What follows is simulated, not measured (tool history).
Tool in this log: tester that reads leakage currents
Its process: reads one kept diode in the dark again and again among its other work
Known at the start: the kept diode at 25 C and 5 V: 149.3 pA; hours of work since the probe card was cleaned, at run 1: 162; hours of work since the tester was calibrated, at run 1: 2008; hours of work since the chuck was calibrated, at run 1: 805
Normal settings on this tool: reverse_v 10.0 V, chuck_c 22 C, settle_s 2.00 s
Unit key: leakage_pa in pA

run,hour,reverse_v,chuck_c,settle_s,hours of work since the probe card was cleaned,hours of work since the tester was calibrated,hours of work since the chuck was calibrated,leakage_pa
1,0.0,10.0,22,2.00,162,2008,805,127.39
2,82.6,10.0,22,2.00,205,2051,848,126.96
3,146.2,10.0,22,2.00,238,2084,881,126.51
4,232.5,10.0,22,2.00,282,2129,925,125.73
5,315.3,19.6,22,2.00,325,2171,968,157.81
6,401.5,19.6,22,2.00,370,2216,1013,158.99
7,482.0,19.6,22,2.00,411,2257,1054,158.17
8,575.7,10.0,22,2.00,460,2306,1103,125.26
9,692.0,10.0,21,2.00,520,2366,1163,114.23
10,751.7,10.0,21,2.00,551,2397,1194,113.71
11,809.3,10.0,21,2.00,580,2427,1224,113.68
12,916.8,10.0,21,2.00,636,2482,1279,112.73
# hour 970.2: chuck's temperature calibrated
13,1000.2,10.0,22,2.00,678,2524,16,149.97
14,1075.5,10.0,22,2.00,717,2563,54,148.81
15,1199.3,10.0,22,4.73,781,2627,118,148.38
16,1321.9,10.0,52,2.00,844,2690,182,2001.21
17,1377.6,10.0,52,2.00,873,2719,211,2002.54
18,1482.6,10.0,52,2.00,927,2773,265,1987.39
19,1557.7,10.0,52,2.00,966,2812,304,1979.81
# hour 1578.6: tester calibrated
20,1682.5,10.0,52,2.00,1029,54,367,1924.03
21,1758.1,10.0,52,2.00,1068,93,406,1917.39
22,1838.4,10.0,52,2.00,1110,134,448,1911.23
23,1916.0,16.6,36,4.77,1150,174,488,579.93
# hour 1929.4: probe card cleaned and baked
24,1994.2,1.1,36,4.77,33,213,527,243.06
25,2076.7,2.5,44,0.91,76,256,569,627.15
26,2188.3,11.0,30,0.68,134,313,627,281.73
27,2278.6,11.0,30,0.68,180,360,673,280.66

What does the tool deliver on the next run?
28,2369.9,3.5,49,1.20,228,407,721,?

For run 28 the tool returned leakage_pa 1037.03 pA.
Had the tool carried no hidden state, the very same run would have given leakage_pa 1141.28 pA.
